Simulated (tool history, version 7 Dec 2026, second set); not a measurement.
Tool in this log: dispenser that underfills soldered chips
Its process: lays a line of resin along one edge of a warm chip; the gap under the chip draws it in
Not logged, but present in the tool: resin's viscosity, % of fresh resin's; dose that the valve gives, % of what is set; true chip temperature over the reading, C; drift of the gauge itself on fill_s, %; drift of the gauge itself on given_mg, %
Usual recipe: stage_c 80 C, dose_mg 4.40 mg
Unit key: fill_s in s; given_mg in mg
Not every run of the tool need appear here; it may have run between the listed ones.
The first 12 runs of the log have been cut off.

run   hour  stage_c  dose_mg  hours of work since the syringe was changed  hours of work since the valve was cleaned  hours of work since the stage was calibrated  fill_s  given_mg
      79.6  -- new syringe of resin
      85.1  -- dispensing valve cleaned and set on the balance
 13   85.1       80     4.61                                            3                                          0                                           320     7.1      4.62
 14   90.3       95     4.40                                            7                                          4                                           323     4.0      4.40
      92.1  -- new syringe of resin
 15   99.1       80     4.40                                            5                                          9                                           329     7.7      4.37
     103.4  -- new syringe of resin
 16  109.2       80     4.40                                            4                                         16                                           336     7.6      4.37
     115.5  -- new syringe of resin
 17  118.0       80     4.40                                            2                                         22                                           342     6.6      4.36
 18  124.4       80     4.40                                            6                                         27                                           346     8.5      4.34
     127.7  -- new syringe of resin
 19  132.0       80     4.40                                            3                                         32                                           351     7.3      4.35
     139.3  -- new syringe of resin
 20  141.5       92     4.40                                            1                                         38                                           357     3.9      4.32
 21  148.4       88     4.15                                            6                                         43                                           362     5.7      4.06
     150.9  -- new syringe of resin
 22  156.1       92     3.91                                            4                                         48                                           367     4.3      3.83
     162.5  -- new syringe of resin
 23  164.5       92     3.91                                            1                                         53                                           373     3.5      3.82
 24  170.5       92     4.19                                            6                                         58                                           377     4.4      4.06
     173.8  -- new syringe of resin
 25  178.4       92     4.19                                            3                                         63                                           382     4.1      4.07
     185.3  -- new syringe of resin
 26  188.4       92     4.19                                            2                                         69                                           389     3.9      4.05
 27  195.2       78     4.55                                            7                                         74                                           394     9.1      4.39
     197.1  -- new syringe of resin
 28  205.4       78     4.55                                            6                                         81                                           400     8.4      4.39
     208.6  -- new syringe of resin
 29  213.9       92     3.92                                            4                                         87                                           406     3.8      3.77
     220.3  -- new syringe of resin
 30  223.0       92     3.92                                            2                                         93                                           412     3.9      3.74
     231.3  -- dispensing valve cleaned and set on the balance
 31  231.6       73     5.44                                            7                                          0                                           417    11.8      5.42
     232.9  -- new syringe of resin
 32  240.3       90     5.70                                            5                                          6                                           423     4.7      5.66
     244.7  -- new syringe of resin
 33  250.3       85     5.27                                            4                                         13                                           430     5.5      5.22
     256.3  -- new syringe of resin
 34  256.3       70     5.27                                            0                                         17                                           434    10.5      5.21
 35  265.0       76     5.54                                            6                                         23                                           440    10.1      5.46

4 options for the next run, each taken on its own from the tool as it stands now. Forecast them:
     268.4  -- new syringe of resin
  A  272.9       82     4.32                                            3                                         28                                           445       ?         ?
     268.4  -- new syringe of resin
  B  272.9       80     5.06                                            3                                         28                                           445       ?         ?
     268.4  -- new syringe of resin
  C  272.9       88     4.86                                            3                                         28                                           445       ?         ?
     268.4  -- new syringe of resin
  D  272.9       73     4.80                                            3                                         28                                           445       ?         ?

run  fill_s  given_mg
  A     6.2      4.26
  B     6.6      4.98
  C     4.7      4.80
  D    10.1      4.73
What these runs would have given with no unlogged condition in the tool:
run  fill_s  given_mg
  A     6.1      4.34
  B     6.5      5.07
  C     4.6      4.88
  D    10.0      4.80

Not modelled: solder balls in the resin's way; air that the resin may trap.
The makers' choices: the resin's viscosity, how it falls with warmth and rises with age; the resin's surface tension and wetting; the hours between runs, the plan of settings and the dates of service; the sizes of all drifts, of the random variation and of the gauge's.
